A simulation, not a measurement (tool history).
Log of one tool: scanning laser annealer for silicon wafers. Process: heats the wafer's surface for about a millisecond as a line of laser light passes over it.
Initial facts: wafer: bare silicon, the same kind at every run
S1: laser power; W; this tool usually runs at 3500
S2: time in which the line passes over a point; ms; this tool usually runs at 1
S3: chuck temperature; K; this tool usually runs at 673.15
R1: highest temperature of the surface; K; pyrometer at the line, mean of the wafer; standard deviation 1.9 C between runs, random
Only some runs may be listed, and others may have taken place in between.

{"run": 1, "hour": 0.0, "S1": 3500, "S2": 1, "S3": 673.15, "R1": 1497.15}
{"run": 2, "hour": 71.9, "S1": 3500, "S2": 1, "S3": 673.15, "R1": 1496.15}
{"run": 3, "hour": 105.9, "S1": 3500, "S2": 1, "S3": 673.15, "R1": 1496.15}
{"run": 4, "hour": 167.8, "S1": 3500, "S2": 1, "S3": 673.15, "R1": 1497.15}
{"run": 5, "hour": 229.4, "S1": 3500, "S2": 1, "S3": 673.15, "R1": 1492.15}
{"run": 6, "hour": 273.1, "S1": 3500, "S2": 1, "S3": 673.15, "R1": 1496.15}
{"run": 7, "hour": 322.1, "S1": 3500, "S2": 0.73, "S3": 673.15, "R1": 1362.15}
{"run": 8, "hour": 368.1, "S1": 3500, "S2": 0.73, "S3": 673.15, "R1": 1358.15}
{"run": 9, "hour": 430.2, "S1": 3500, "S2": 0.73, "S3": 673.15, "R1": 1359.15}
{"run": 10, "hour": 502.6, "S1": 3500, "S2": 0.73, "S3": 673.15, "R1": 1357.15}
{"run": 11, "hour": 543.9, "S1": 3500, "S2": 0.73, "S3": 636.15, "R1": 1317.15}
{"run": 12, "hour": 596.7, "S1": 3500, "S2": 0.73, "S3": 636.15, "R1": 1320.15}
{"run": 13, "hour": 641.2, "S1": 3500, "S2": 0.73, "S3": 636.15, "R1": 1316.15}
{"run": 14, "hour": 680.8, "S1": 3500, "S2": 0.73, "S3": 636.15, "R1": 1313.15}
{"run": 15, "hour": 727.5, "S1": 3500, "S2": 0.73, "S3": 636.15, "R1": 1311.15}
{"run": 16, "hour": 771.0, "S1": 3500, "S2": 0.73, "S3": 636.15, "R1": 1328.15}
{"run": 17, "hour": 829.7, "S1": 3167, "S2": 0.82, "S3": 666.15, "R1": 1323.15}
{"run": 18, "hour": 877.5, "S1": 2979, "S2": 0.84, "S3": 711.15, "R1": 1326.15}
{"run": 19, "hour": 954.1, "S1": 3410, "S2": 0.84, "S3": 673.15, "R1": 1392.15}
{"run": 20, "hour": 994.5, "S1": 3703, "S2": 0.84, "S3": 673.15, "R1": 1462.15}
{"run": 21, "hour": 1064.1, "S1": 3703, "S2": 0.84, "S3": 673.15, "R1": 1458.15}
{"run": 22, "hour": 1124.8, "S1": 3329, "S2": 0.84, "S3": 670.15, "R1": 1379.15}
{"run": 23, "hour": 1197.5, "S1": 3329, "S2": 0.84, "S3": 670.15, "R1": 1375.15}
{"run": 24, "hour": 1250.6, "S1": 3208, "S2": 0.95, "S3": 647.15, "R1": 1364.15}
{"run": 25, "hour": 1298.1, "S1": 3607, "S2": 0.91, "S3": 673.15, "R1": 1472.15}
{"run": 26, "hour": 1372.8, "S1": 3535, "S2": 1, "S3": 705.15, "R1": 1525.15}

Removed from this log: 3 entries logged between the listed runs. Between which two listed runs does each belong, and how does the tool's hidden state at the listed run before it compare with that at the listed run after it?
Runs 13 to 14: optics aligned, line set to its width (hour 651.6)
  light that passes the window, % of a clean one's: 97.93 -> 97.83; width of the line over the set one, %: 1.29 -> 2.15
  the result without the hidden state subtracted from the measured one, R1: -16 -> -20 K
Runs 15 to 16: window over the wafer cleaned (hour 742.2)
  light that passes the window, % of a clean one's: 97.69 -> 99.89; laser's true power over the reading, %: 0.79 -> 0.8; width of the line over the set one, %: 2.19 -> 2.22
  the result without the hidden state subtracted from the measured one, R1: -21 -> -4 K
Runs 21 to 22: optics aligned, line set to its width, once more (hour 1119.3)
  light that passes the window, % of a clean one's: 99.01 -> 98.86; laser's true power over the reading, %: 0.87 -> 0.88; width of the line over the set one, %: 2.47 -> 0.29
  the result without the hidden state subtracted from the measured one, R1: -13 -> -3 K
